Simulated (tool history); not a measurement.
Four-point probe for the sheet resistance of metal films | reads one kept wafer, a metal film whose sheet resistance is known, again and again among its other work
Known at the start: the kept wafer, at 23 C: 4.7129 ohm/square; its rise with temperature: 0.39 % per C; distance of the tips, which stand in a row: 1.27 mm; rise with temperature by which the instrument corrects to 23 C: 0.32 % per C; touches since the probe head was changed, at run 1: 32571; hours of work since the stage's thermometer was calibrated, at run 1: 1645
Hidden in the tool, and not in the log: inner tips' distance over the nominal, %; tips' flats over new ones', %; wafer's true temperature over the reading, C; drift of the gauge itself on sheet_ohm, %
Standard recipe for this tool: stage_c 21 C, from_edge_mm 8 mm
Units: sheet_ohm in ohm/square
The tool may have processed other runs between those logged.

run,hour,stage_c,from_edge_mm,touches since the probe head was changed,hours of work since the stage's thermometer was calibrated,sheet_ohm
1,0.0,21,8,32571,1645,4.765461
2,45.4,32,8,34066,1672,4.800980
3,80.3,29,8,35217,1693,4.791002
4,111.0,29,8,36229,1712,4.792644
5,145.0,29,8,37348,1732,4.793083
6,170.2,29,8,38179,1747,4.792375
7,212.6,29,15,39576,1773,4.747625
8,251.6,29,15,40860,1796,4.749400
9,274.7,29,15,41621,1810,4.748626
10,311.3,21,8,42829,1832,4.769130
11,334.9,21,8,43606,1846,4.767121
12,378.6,21,8,45047,1873,4.768732
13,415.3,21,8,46255,1895,4.768558
14,449.2,21,59,47371,1915,4.706061
15,475.3,21,59,48230,1931,4.705824
16,494.0,21,47,48848,1942,4.706804
17,534.5,21,47,50184,1966,4.708361
18,553.4,21,47,50806,1978,4.708667
19,591.6,20,10,52064,2001,4.744086
20,622.7,26,3,53087,2019,5.135293
21,659.5,26,3,54300,2041,5.135926
22,702.5,22,8,55717,2067,4.774616
23,742.9,30,16,57050,2091,4.754438
24,766.7,21,25,57835,2106,4.714667
25,809.3,21,3,59238,2131,5.121199
26,832.3,19,4,59994,2145,4.946192
27,862.5,33,10,60990,2163,4.789572
28,883.2,33,10,61672,2176,4.788680
29,914.4,33,10,62701,2195,4.789581
30,959.2,33,10,64176,2221,4.788746
31,982.0,34,18,64928,2235,4.762402
32,1006.1,31,5,65720,2250,4.901983
33,1027.3,31,5,66419,2262,4.900894
34,1047.8,31,55,67096,2275,4.746756
35,1088.8,19,5,68445,2299,4.861168
36,1120.7,31,8,69497,2319,4.807228

Branching from run 36: 3 alternative next runs. What would each branch give?
A,1148.6,24,8,70417,2335,?
B,1148.6,22,71,70417,2335,?
C,1148.6,20,7,70417,2335,?

run,sheet_ohm
A,4.784725
B,4.714703
C,4.789800
Stripped of hidden state, with their random variation kept, the same runs would have yielded:
run,sheet_ohm
A,4.779580
B,4.709595
C,4.784570
